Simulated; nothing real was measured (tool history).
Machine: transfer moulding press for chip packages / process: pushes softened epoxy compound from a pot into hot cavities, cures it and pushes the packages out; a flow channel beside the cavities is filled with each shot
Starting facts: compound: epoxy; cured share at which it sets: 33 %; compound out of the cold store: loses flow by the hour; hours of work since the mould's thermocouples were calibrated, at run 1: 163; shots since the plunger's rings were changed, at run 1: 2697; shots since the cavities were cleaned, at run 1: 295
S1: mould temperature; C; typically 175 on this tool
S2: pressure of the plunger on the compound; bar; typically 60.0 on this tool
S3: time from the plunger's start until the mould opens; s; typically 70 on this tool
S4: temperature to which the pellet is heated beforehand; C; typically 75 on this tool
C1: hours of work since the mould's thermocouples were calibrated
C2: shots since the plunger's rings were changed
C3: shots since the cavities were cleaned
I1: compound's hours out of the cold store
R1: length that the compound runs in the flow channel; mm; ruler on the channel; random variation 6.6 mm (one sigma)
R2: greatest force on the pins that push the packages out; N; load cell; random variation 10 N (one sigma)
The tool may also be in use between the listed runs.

Run 1, hour 0.0: usual settings; C1 163; C2 2697; C3 295; I1 25.0. Result: R1 739 mm, R2 583 N.
Run 2, hour 7.2: usual settings; C1 167; C2 2798; C3 396; I1 43.9. Result: R1 674 mm, R2 594 N.
Run 3, hour 20.3: usual settings; C1 174; C2 2980; C3 578; I1 41.8. Result: R1 680 mm, R2 666 N.
Run 4, hour 27.5: usual settings; C1 178; C2 3081; C3 679; I1 23.4. Result: R1 726 mm, R2 681 N.
Run 5, hour 38.0: usual settings; C1 184; C2 3227; C3 825; I1 47.8. Result: R1 657 mm, R2 667 N.
Run 6, hour 45.1: usual settings; C1 188; C2 3326; C3 924; I1 24.2. Result: R1 710 mm, R2 713 N.
Run 7, hour 52.2: usual settings; C1 192; C2 3426; C3 1024; I1 14.2. Result: R1 743 mm, R2 713 N.
At hour 62.0: cavities cleaned with cleaning compound and waxed.
Run 8, hour 62.0: usual settings; C1 197; C2 3542; C3 0; I1 25.5. Result: R1 726 mm, R2 476 N.
Run 9, hour 74.4: usual settings; C1 204; C2 3714; C3 172; I1 31.5. Result: R1 692 mm, R2 578 N.
Run 10, hour 86.3: usual settings; C1 210; C2 3881; C3 339; I1 8.4. Result: R1 765 mm, R2 682 N.
Run 11, hour 99.1: usual settings but S1 182 C; C1 217; C2 4059; C3 517; I1 38.6. Result: R1 664 mm, R2 545 N.
Run 12, hour 110.0: usual settings but S1 182 C; C1 224; C2 4212; C3 670; I1 29.2. Result: R1 682 mm, R2 565 N.
Run 13, hour 115.9: usual settings but S1 182 C; C1 227; C2 4293; C3 751; I1 46.7. Result: R1 632 mm, R2 589 N.
Run 14, hour 128.3: usual settings but S1 182 C; C1 234; C2 4467; C3 925; I1 38.8. Result: R1 655 mm, R2 584 N.
Run 15, hour 137.5: usual settings but S1 181 C, S3 67 s, S4 74 C; C1 239; C2 4595; C3 1053; I1 15.7. Result: R1 723 mm, R2 615 N.
At hour 146.1: cavities cleaned with cleaning compound and waxed.
Run 16, hour 151.4: usual settings but S1 169 C, S2 51.4 bar, S3 67 s, S4 74 C; C1 246; C2 4768; C3 74; I1 28.5. Result: R1 647 mm, R2 848 N.
Run 17, hour 157.8: usual settings but S1 167 C, S2 60.6 bar; C1 250; C2 4857; C3 163; I1 43.7. Result: R1 662 mm, R2 923 N.
Run 18, hour 164.8: usual settings but S1 167 C, S2 60.6 bar; C1 254; C2 4955; C3 261; I1 33.1. Result: R1 695 mm, R2 964 N.
At hour 170.9: plunger's sealing rings changed.
Run 19, hour 178.2: usual settings but S2 54.5 bar, S4 83 C; C1 260; C2 102; C3 413; I1 44.7. Result: R1 674 mm, R2 594 N.
Run 20, hour 189.2: usual settings but S2 54.5 bar, S4 83 C; C1 266; C2 255; C3 566; I1 31.9. Result: R1 714 mm, R2 647 N.
Run 21, hour 195.6: usual settings but S1 181 C, S2 71.3 bar, S3 92 s, S4 78 C; C1 270; C2 345; C3 656; I1 30.2. Result: R1 798 mm, R2 559 N.
Run 22, hour 204.5: usual settings but S1 173 C, S2 71.3 bar, S3 92 s, S4 72 C; C1 275; C2 469; C3 780; I1 13.4. Result: R1 870 mm, R2 590 N.
Run 23, hour 216.7: usual settings but S1 173 C, S2 71.3 bar, S3 92 s, S4 72 C; C1 281; C2 640; C3 951; I1 37.1. Result: R1 788 mm, R2 600 N.
Run 24, hour 227.4: usual settings but S1 173 C, S2 71.3 bar, S3 92 s, S4 73 C; C1 287; C2 789; C3 1100; I1 30.1. Result: R1 802 mm, R2 617 N.
At hour 232.3: cavities cleaned with cleaning compound and waxed.
Run 25, hour 234.7: usual settings but S1 173 C, S2 71.3 bar, S3 92 s, S4 73 C; C1 291; C2 870; C3 34; I1 45.0. Result: R1 758 mm, R2 425 N.
Run 26, hour 240.8: usual settings but S1 173 C, S2 71.3 bar, S3 92 s, S4 73 C; C1 294; C2 954; C3 118; I1 37.7. Result: R1 774 mm, R2 465 N.
Run 27, hour 253.3: usual settings but S1 179 C, S2 71.3 bar, S3 77 s, S4 73 C; C1 301; C2 1129; C3 293; I1 17.4. Result: R1 849 mm, R2 531 N.
Run 28, hour 261.6: usual settings but S1 176 C, S2 57.8 bar, S3 77 s, S4 73 C; C1 306; C2 1245; C3 409; I1 18.2. Result: R1 756 mm, R2 586 N.

Some steps in R1, run to run, broken into two amounts with sign: the step expected even without the hidden condition (settings, incoming material, random variation), and the rest, left for the hidden condition together with whatever gauge scatter is not in both the measured and the hidden-condition-free result:
What the log doesn't record here: true mould temperature over the reading, C; pressure that reaches the compound, % of what is set; grip of the stained cavities, % over clean ones'; drift of the gauge itself on flow_mm, %; drift of the gauge itself on push_out_n, %.
Run 9 -> 10: no setting touched and nothing written in the log between the runs. R1 +73 mm: hidden state -8, all else +81.
Run 10 -> 11: S1 175 -> 182. R1 -101 mm: hidden state +4, all else -105.
Run 18 -> 19: S1 167 -> 175, S2 60.6 -> 54.5, S4 75 -> 83, plunger's sealing rings changed. R1 -21 mm: hidden state +66, all else -87.
Run 27 -> 28: S1 179 -> 176, S2 71.3 -> 57.8. R1 -93 mm: hidden state +1, all else -94.

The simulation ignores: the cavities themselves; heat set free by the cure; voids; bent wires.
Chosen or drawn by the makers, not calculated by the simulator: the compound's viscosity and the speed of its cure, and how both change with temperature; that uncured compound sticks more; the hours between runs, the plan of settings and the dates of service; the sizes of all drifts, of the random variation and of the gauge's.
